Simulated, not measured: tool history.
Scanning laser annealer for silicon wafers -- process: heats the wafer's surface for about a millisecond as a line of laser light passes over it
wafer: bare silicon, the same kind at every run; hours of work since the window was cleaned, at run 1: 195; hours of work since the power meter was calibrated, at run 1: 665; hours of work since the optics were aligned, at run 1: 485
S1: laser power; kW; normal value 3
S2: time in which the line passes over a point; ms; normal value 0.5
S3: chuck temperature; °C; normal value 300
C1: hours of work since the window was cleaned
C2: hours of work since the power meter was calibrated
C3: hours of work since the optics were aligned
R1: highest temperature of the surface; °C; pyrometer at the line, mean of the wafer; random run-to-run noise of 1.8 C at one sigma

| run | day | S1 | S2 | S3 | C1 | C2 | C3 | R1 |
|---|---|---|---|---|---|---|---|---|
| 1 | 0 | 3 | 0.5 | 300 | 195 | 665 | 485 | 1036 |
| 2 | 2.233 | 3.239 | 0.5 | 300 | 236 | 706 | 526 | 1085 |
| 3 | 4.1 | 3.239 | 0.5 | 300 | 271 | 741 | 561 | 1089 |
| 4 | 5.221 | 3.167 | 0.5 | 300 | 291 | 761 | 581 | 1072 |
| 5 | 7.183 | 3.167 | 0.5 | 300 | 327 | 797 | 617 | 1068 |
| 6 | 9.342 | 2.828 | 0.363 | 300 | 367 | 837 | 657 | 886 |
| 7 | 11.183 | 2.887 | 0.412 | 268 | 401 | 871 | 691 | 903 |
| 8 | 12.892 | 2.887 | 0.412 | 268 | 433 | 903 | 723 | 899 |
| 9 | 14.729 | 2.684 | 0.5 | 300 | 466 | 936 | 756 | 947 |
| 10 | 16.671 | 3.249 | 0.429 | 262 | 502 | 972 | 792 | 986 |

3 options for the next run, each taken on its own from the tool as it stands now. Forecast them:
| A | 17.904 | 3 | 0.383 | 300 | 525 | 995 | 815 | ? |
| B | 17.904 | 2.724 | 0.566 | 274 | 525 | 995 | 815 | ? |
| C | 17.904 | 3.127 | 0.429 | 314 | 525 | 995 | 815 | ? |

| run | R1 |
|---|---|
| A | 930 |
| B | 973 |
| C | 1004 |
Had the tool no hidden state, the same runs would have come out as:
| run | R1 |
|---|---|
| A | 959 |
| B | 1005 |
| C | 1036 |

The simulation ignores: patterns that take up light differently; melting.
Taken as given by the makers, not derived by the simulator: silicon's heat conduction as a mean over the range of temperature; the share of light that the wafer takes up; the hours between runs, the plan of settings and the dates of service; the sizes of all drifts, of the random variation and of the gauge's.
